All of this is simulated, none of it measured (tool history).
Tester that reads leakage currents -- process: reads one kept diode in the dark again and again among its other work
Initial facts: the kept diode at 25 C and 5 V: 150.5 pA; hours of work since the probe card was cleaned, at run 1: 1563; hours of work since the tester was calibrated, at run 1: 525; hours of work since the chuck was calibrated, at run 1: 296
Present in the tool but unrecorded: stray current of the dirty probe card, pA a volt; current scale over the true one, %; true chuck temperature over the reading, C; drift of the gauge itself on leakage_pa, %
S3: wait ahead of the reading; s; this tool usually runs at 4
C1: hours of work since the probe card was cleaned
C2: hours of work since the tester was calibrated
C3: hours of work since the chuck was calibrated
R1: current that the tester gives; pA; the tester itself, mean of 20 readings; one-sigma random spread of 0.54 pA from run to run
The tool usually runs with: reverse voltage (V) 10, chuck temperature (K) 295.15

run 1 hour=0 | reverse_voltage_(V)=10 chuck_temperature_(K)=295.15 S3=4 | C1=1563 C2=525 C3=296 | R1=179.75
run 2 hour=64.5 | reverse_voltage_(V)=10 chuck_temperature_(K)=295.15 S3=4 | C1=1592 C2=553 C3=324 | R1=179.15
run 3 hour=127.4 | reverse_voltage_(V)=10 chuck_temperature_(K)=295.15 S3=4 | C1=1619 C2=581 C3=352 | R1=178.78
run 4 hour=201.2 | reverse_voltage_(V)=10 chuck_temperature_(K)=298.15 S3=4 | C1=1652 C2=613 C3=384 | R1=225.31
run 5 hour=256.1 | reverse_voltage_(V)=10 chuck_temperature_(K)=295.15 S3=4 | C1=1676 C2=637 C3=408 | R1=179.45
run 6 hour=302.6 | reverse_voltage_(V)=10 chuck_temperature_(K)=295.15 S3=4 | C1=1696 C2=658 C3=429 | R1=179.91
run 7 hour=354 | reverse_voltage_(V)=10 chuck_temperature_(K)=295.15 S3=4 | C1=1719 C2=681 C3=451 | R1=178.71
run 8 hour=406.5 | reverse_voltage_(V)=10 chuck_temperature_(K)=295.15 S3=7.77 | C1=1742 C2=704 C3=474 | R1=178.38
run 9 hour=459 | reverse_voltage_(V)=10 chuck_temperature_(K)=295.15 S3=7.77 | C1=1765 C2=727 C3=497 | R1=179.76
-- hour=536.8 probe card cleaned and baked
run 10 hour=536.8 | reverse_voltage_(V)=1.9 chuck_temperature_(K)=304.15 S3=9.88 | C1=0 C2=760 C3=530 | R1=133.6
run 11 hour=604.3 | reverse_voltage_(V)=7.8 chuck_temperature_(K)=296.15 S3=0.61 | C1=30 C2=789 C3=560 | R1=170.04
run 12 hour=646.4 | reverse_voltage_(V)=10 chuck_temperature_(K)=297.15 S3=0.59 | C1=48 C2=808 C3=578 | R1=210.3
run 13 hour=704.7 | reverse_voltage_(V)=10.6 chuck_temperature_(K)=295.15 S3=4 | C1=74 C2=833 C3=604 | R1=185.53
run 14 hour=746.5 | reverse_voltage_(V)=2.8 chuck_temperature_(K)=302.15 S3=4 | C1=92 C2=852 C3=622 | R1=145.96
run 15 hour=823.1 | reverse_voltage_(V)=2.8 chuck_temperature_(K)=302.15 S3=4 | C1=126 C2=885 C3=656 | R1=145.12
-- hour=846.6 chuck's temperature calibrated
run 16 hour=861.5 | reverse_voltage_(V)=6.8 chuck_temperature_(K)=295.15 S3=0.89 | C1=142 C2=901 C3=7 | R1=144.67
run 17 hour=910.9 | reverse_voltage_(V)=6.8 chuck_temperature_(K)=295.15 S3=0.56 | C1=163 C2=923 C3=28 | R1=145.81

5 ways to go on from here, each from the tool as it stands after run 17. What would each give?
run A hour=962.3 | reverse_voltage_(V)=5.6 chuck_temperature_(K)=295.15 S3=0.56 | C1=186 C2=946 C3=51 | R1=?
run B hour=962.3 | reverse_voltage_(V)=2.8 chuck_temperature_(K)=295.15 S3=0.56 | C1=186 C2=946 C3=51 | R1=?
run C hour=962.3 | reverse_voltage_(V)=15.4 chuck_temperature_(K)=295.15 S3=0.56 | C1=186 C2=946 C3=51 | R1=?
run D hour=962.3 | reverse_voltage_(V)=6.8 chuck_temperature_(K)=295.15 S3=1.82 | C1=186 C2=946 C3=51 | R1=?
run E hour=962.3 | reverse_voltage_(V)=10 chuck_temperature_(K)=307.15 S3=2.52 | C1=186 C2=946 C3=51 | R1=?

run=A R1=130.29
run=B R1=87.08
run=C R1=232.92
run=D R1=143.74
run=E R1=433.24
Stripped of hidden state, with their random variation kept, the same runs would have yielded:
run=A R1=130.26
run=B R1=87.07
run=C R1=232.86
run=D R1=143.72
run=E R1=433.21
